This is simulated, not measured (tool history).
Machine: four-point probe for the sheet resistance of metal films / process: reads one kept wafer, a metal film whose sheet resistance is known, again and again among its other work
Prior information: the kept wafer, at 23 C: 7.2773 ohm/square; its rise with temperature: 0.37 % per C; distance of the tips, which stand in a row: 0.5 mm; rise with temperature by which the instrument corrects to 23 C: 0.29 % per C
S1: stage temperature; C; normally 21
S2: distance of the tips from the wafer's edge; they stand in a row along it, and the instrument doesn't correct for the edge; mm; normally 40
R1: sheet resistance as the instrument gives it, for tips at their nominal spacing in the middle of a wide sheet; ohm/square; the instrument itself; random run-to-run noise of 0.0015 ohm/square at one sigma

run   hour  S1  S2        R1
  1      0  21  40  7.225492
  2   43.2  21  40  7.221849
  3    102  21  40   7.22203
  4  128.3  21  40  7.219683
  5  169.9  21  27  7.217826
  6  195.3  21  40   7.21563
  7  236.8  21  40  7.213723
  8  293.7  29   5  7.291699
  9  322.3  26   5  7.274327
 10  348.3  19  28  7.200835
 11  393.7  19  28  7.197921
 12  434.9  19  28  7.195953
 13  475.6  19  28  7.194965
 14  530.2  21   8   7.21586

Alternative continuations, all from the tool just after run 14; predict every row:
  A  563.1  21  14   ?
  B  563.1  23  53   ?
  C  563.1  21  40   ?

run        R1
  A  7.201912
  B  7.208998
  C  7.200519
With the hidden condition removed and each run's random variation left untouched, the same runs would have given:
run        R1
  A  7.268844
  B  7.276024
  C  7.267442
